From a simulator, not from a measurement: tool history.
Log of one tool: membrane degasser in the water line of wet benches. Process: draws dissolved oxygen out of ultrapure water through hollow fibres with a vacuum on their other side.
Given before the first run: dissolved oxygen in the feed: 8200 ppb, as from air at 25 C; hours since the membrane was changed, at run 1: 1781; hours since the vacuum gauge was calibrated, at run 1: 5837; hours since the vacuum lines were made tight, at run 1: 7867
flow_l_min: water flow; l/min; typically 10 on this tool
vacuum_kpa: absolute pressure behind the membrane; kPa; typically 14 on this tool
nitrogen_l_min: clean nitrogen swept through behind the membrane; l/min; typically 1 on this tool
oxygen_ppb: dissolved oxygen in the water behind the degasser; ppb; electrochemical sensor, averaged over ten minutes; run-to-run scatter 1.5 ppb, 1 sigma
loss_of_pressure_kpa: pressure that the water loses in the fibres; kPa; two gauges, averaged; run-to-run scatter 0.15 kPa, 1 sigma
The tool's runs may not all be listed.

run    hour  flow_l_min  vacuum_kpa  nitrogen_l_min  hours since the membrane was changed  hours since the vacuum gauge was calibrated  hours since the vacuum lines were made tight  oxygen_ppb  loss_of_pressure_kpa
  1       0          10          14               1                                  1781                                         5837                                          7867       283.7                 49.24
  2    52.5          10          14            1.59                                  1834                                         5890                                          7919       197.7                 49.22
  3    88.2          10          14            1.59                                  1869                                         5926                                          7955       198.5                  48.9
  4   114.6          10          14            1.59                                  1896                                         5952                                          7981       199.5                 48.77
  5   139.5          10          14            1.59                                  1921                                         5977                                          8006       196.2                 48.87
  6   184.2          10          14            0.44                                  1965                                         6022                                          8051       547.5                 49.05
  7   214.5          10          14            0.44                                  1996                                         6052                                          8081       547.1                    49
  8   245.2          10          14            0.44                                  2027                                         6083                                          8112       549.7                 48.97
  9   299.3          10        20.8               1                                  2081                                         6137                                          8166       434.5                 48.91
 10     350          10          14               1                                  2131                                         6187                                          8217       290.2                 48.89
 11   379.8          10          14               1                                  2161                                         6217                                          8246       289.4                 49.46
 12   412.6          10          14               1                                  2194                                         6250                                          8279         291                 48.96
 13   442.2          10          14               1                                  2223                                         6280                                          8309       290.9                 49.19
 14   487.6          10          14               1                                  2269                                         6325                                          8354       288.1                 49.12
 15   530.8          10          14            0.51                                  2312                                         6368                                          8397       493.6                 49.08
 16   577.4          10          14            0.51                                  2359                                         6415                                          8444       497.5                  48.8
 17   628.1          15        15.8            0.72                                  2409                                         6466                                          8495       638.6                 74.02
 18   652.5          13        16.6            0.86                                  2434                                         6490                                          8519       521.6                 64.16
      659.7  -- gauge calibrated
 19   691.2          13        16.6            0.86                                  2472                                         6529                                          8558       504.6                 64.08
 20   715.8          13        16.6            0.86                                  2497                                         6553                                          8582       505.8                 63.56
 21   743.7          13        30.8            2.28                                  2525                                         6581                                          8610       429.1                 63.78
 22   786.7          13        30.8            2.28                                  2568                                         6624                                          8653       430.9                  63.5
 23   831.3          13        30.8            2.28                                  2613                                         6669                                          8698       429.2                  63.9
 24   881.3          10        10.3            0.52                                  2663                                         6719                                          8748       333.9                 48.82
 25   906.7           7        10.3            1.61                                  2688                                         6744                                          8773        90.9                 34.45
 26   930.3          10          14            0.93                                  2712                                         6768                                          8797       305.4                 48.96
 27   979.6          13        25.4               1                                  2761                                         6817                                          8846       694.6                 63.62
 28  1019.5          10        11.2            1.52                                  2801                                         6857                                          8886       163.9                 48.84
 29    1068           9        14.3            2.13                                  2849                                         6905                                          8935       144.2                 44.04
 30    1095          10        25.4            0.57                                  2876                                         6932                                          8962       850.3                 48.95
 31  1118.6          10        25.4            0.57                                  2900                                         6956                                          8985       856.1                    49
 32  1162.4          10        32.9            0.44                                  2944                                         7000                                          9029      1347.4                 48.97

Some steps in oxygen_ppb between neighbouring runs. How much of each would the tool show without its hidden state too (settings, what came in, random variation), and how much is left for the hidden state, with any gauge scatter that isn't in both results?
Unlogged tool condition in this case: membrane still open, %; true pressure behind the membrane over the reading, kPa; air that leaks in behind the membrane, l/min; drift of the gauge itself on oxygen_ppb, %; drift of the gauge itself on loss_of_pressure_kpa, %.
Run 18 -> 19: gauge calibrated. oxygen_ppb -17 ppb: hidden state -12.9, all else -4.1.
Run 27 -> 28: flow_l_min 13 -> 10, vacuum_kpa 25.4 -> 11.2, nitrogen_l_min 1 -> 1.52. oxygen_ppb -530.7 ppb: hidden state -7, all else -523.7.
Run 29 -> 30: flow_l_min 9 -> 10, vacuum_kpa 14.3 -> 25.4, nitrogen_l_min 2.13 -> 0.57. oxygen_ppb +706.1 ppb: hidden state +13.2, all else +692.9.
Run 31 -> 32: vacuum_kpa 25.4 -> 32.9, nitrogen_l_min 0.57 -> 0.44. oxygen_ppb +491.3 ppb: hidden state +11.7, all else +479.6.
